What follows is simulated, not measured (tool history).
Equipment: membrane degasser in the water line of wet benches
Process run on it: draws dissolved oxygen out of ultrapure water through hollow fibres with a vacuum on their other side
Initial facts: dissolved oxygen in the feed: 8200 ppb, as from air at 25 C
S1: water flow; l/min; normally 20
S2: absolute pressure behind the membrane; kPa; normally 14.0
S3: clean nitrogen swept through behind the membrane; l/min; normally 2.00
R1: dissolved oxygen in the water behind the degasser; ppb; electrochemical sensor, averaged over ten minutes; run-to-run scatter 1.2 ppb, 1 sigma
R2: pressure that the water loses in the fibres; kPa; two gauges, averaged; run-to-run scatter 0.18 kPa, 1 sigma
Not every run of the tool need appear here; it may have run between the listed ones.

Run 1, day 0.000: usual settings. Result: R1 268.4 ppb, R2 35.24 kPa.
Run 2, day 1.608: usual settings but S2 30.2 kPa. Result: R1 623.5 ppb, R2 35.32 kPa.
Run 3, day 3.558: usual settings but S2 30.2 kPa. Result: R1 629.4 ppb, R2 35.54 kPa.
Run 4, day 6.300: usual settings. Result: R1 266.7 ppb, R2 35.36 kPa.
Run 5, day 9.067: usual settings but S2 16.1 kPa. Result: R1 319.1 ppb, R2 35.50 kPa.
Run 6, day 10.746: usual settings but S2 16.1 kPa. Result: R1 319.5 ppb, R2 35.43 kPa.
Run 7, day 13.046: usual settings but S2 16.1 kPa. Result: R1 318.5 ppb, R2 35.46 kPa.
Run 8, day 15.800: usual settings but S2 16.1 kPa. Result: R1 320.4 ppb, R2 35.33 kPa.
Run 9, day 18.375: usual settings. Result: R1 272.4 ppb, R2 35.48 kPa.
At day 19.721: seals of the vacuum lines changed.
Run 10, day 19.896: usual settings but S2 22.0 kPa. Result: R1 438.7 ppb, R2 35.65 kPa.
Run 11, day 22.696: usual settings. Result: R1 267.5 ppb, R2 35.62 kPa.
Run 12, day 24.292: usual settings. Result: R1 267.6 ppb, R2 35.49 kPa.
Run 13, day 26.662: usual settings. Result: R1 266.3 ppb, R2 35.54 kPa.
Run 14, day 29.158: usual settings. Result: R1 266.5 ppb, R2 35.42 kPa.
Run 15, day 31.804: usual settings. Result: R1 269.5 ppb, R2 35.74 kPa.
Run 16, day 33.788: usual settings. Result: R1 264.8 ppb, R2 35.85 kPa.
Run 17, day 36.162: usual settings but S2 23.9 kPa, S3 1.02 l/min. Result: R1 853.2 ppb, R2 35.41 kPa.
Run 18, day 38.162: usual settings but S1 26 l/min, S2 23.9 kPa, S3 2.15 l/min. Result: R1 595.0 ppb, R2 45.85 kPa.
Run 19, day 39.867: usual settings but S1 16 l/min, S2 23.7 kPa, S3 1.38 l/min. Result: R1 535.8 ppb, R2 28.61 kPa.
Run 20, day 42.342: usual settings but S1 32 l/min, S2 11.0 kPa, S3 3.73 l/min. Result: R1 242.2 ppb, R2 57.30 kPa.
Run 21, day 44.671: usual settings but S1 32 l/min, S2 17.8 kPa, S3 3.73 l/min. Result: R1 373.1 ppb, R2 57.26 kPa.
Run 22, day 46.592: usual settings but S3 4.02 l/min. Result: R1 145.4 ppb, R2 35.74 kPa.
Run 23, day 47.962: usual settings but S3 4.02 l/min. Result: R1 144.9 ppb, R2 35.94 kPa.
Run 24, day 49.467: usual settings but S1 19 l/min, S2 14.3 kPa, S3 2.81 l/min. Result: R1 192.1 ppb, R2 33.96 kPa.
Run 25, day 50.625: usual settings but S1 17 l/min. Result: R1 227.9 ppb, R2 30.22 kPa.
Run 26, day 51.812: usual settings but S1 17 l/min. Result: R1 226.5 ppb, R2 30.36 kPa.
Run 27, day 53.583: usual settings but S1 17 l/min, S2 14.5 kPa, S3 1.34 l/min. Result: R1 335.8 ppb, R2 30.46 kPa.
Run 28, day 56.288: usual settings but S1 29 l/min, S2 10.8 kPa, S3 5.97 l/min. Result: R1 151.0 ppb, R2 51.94 kPa.
Run 29, day 59.025: usual settings but S1 30 l/min, S2 15.2 kPa, S3 2.58 l/min. Result: R1 389.1 ppb, R2 53.43 kPa.
Run 30, day 61.596: usual settings but S1 30 l/min, S2 15.2 kPa, S3 2.58 l/min. Result: R1 391.9 ppb, R2 53.67 kPa.
Run 31, day 64.071: usual settings but S1 16 l/min, S2 20.6 kPa, S3 1.63 l/min. Result: R1 401.3 ppb, R2 28.97 kPa.
Run 32, day 65.712: usual settings but S1 16 l/min, S2 20.6 kPa, S3 1.63 l/min. Result: R1 404.3 ppb, R2 28.91 kPa.

3 ways to go on from here, each from the tool as it stands after run 32. What would each give?
Run A, day 68.108: usual settings but S1 22 l/min. Result: R1 ?, R2 ?.
Run B, day 68.108: usual settings but S2 20.3 kPa. Result: R1 ?, R2 ?.
Run C, day 68.108: usual settings but S1 18 l/min, S2 20.6 kPa, S3 1.63 l/min. Result: R1 ?, R2 ?.

run     R1     R2
  A  303.3  39.67
  B  410.8  36.17
  C  446.8  32.37
What these runs would have given with no unlogged condition in the tool:
run     R1     R2
  A  288.6  38.54
  B  397.4  35.14
  C  432.9  31.45
